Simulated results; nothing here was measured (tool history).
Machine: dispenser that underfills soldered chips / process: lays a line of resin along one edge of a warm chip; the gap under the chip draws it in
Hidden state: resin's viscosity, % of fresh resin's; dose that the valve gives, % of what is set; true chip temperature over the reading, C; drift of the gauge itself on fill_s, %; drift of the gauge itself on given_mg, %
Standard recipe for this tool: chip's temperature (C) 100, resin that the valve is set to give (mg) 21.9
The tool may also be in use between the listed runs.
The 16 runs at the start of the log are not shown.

run	hour	chip's temperature (C)	resin that the valve is set to give (mg)	hours of work since the syringe was changed	hours of work since the valve was cleaned	hours of work since the stage was calibrated	time until the resin shows at the far edge (s)	resin that the valve gave (mg)
17	58.5	100	19.5	6	18	127	111.9	19.12
18	60.6	93	20.5	7	20	129	151.9	19.98
19	63.9	88	24.2	10	23	132	212.8	23.61
# hour 66.1: new syringe of resin
20	67.6	88	24.2	1	25	134	106.4	23.7
21	70.5	114	26.5	3	27	137	57	25.74
22	74	106	18.8	6	30	139	96.8	18.18
23	78.5	100	23.3	10	34	143	144.6	22.54
# hour 80.7: new syringe of resin
24	81.2	104	21.1	0	36	145	63.3	20.28
25	84.7	105	25.9	3	38	147	73.7	25.1
26	87.3	100	24.8	5	40	149	100.8	23.91
27	90.9	108	21.8	8	43	152	101.5	20.8
28	94	101	25.8	10	46	155	148.9	24.76
# hour 95.2: new syringe of resin
29	98.1	94	19.9	2	49	158	101.7	18.97
30	100.7	88	19.1	4	51	160	146.1	18.22
31	103.6	88	19.1	6	53	162	176.3	18.21
32	108.1	88	19.1	10	56	165	235	17.91
# hour 109.8: new syringe of resin
33	111.5	88	19.1	1	59	168	113.8	18.04

Forecast each of these 3 alternatives for the next run:
A	115	102	22.5	4	61	171	?	?
B	115	100	21.2	4	61	171	?	?
C	115	92	24.1	4	61	171	?	?

run	time until the resin shows at the far edge (s)	resin that the valve gave (mg)
A	87.7	21.32
B	92.6	20.02
C	117.1	22.75
Without the tool's hidden state the same runs would have given:
run	time until the resin shows at the far edge (s)	resin that the valve gave (mg)
A	65.6	22.63
B	69.1	21.25
C	88.2	24.15
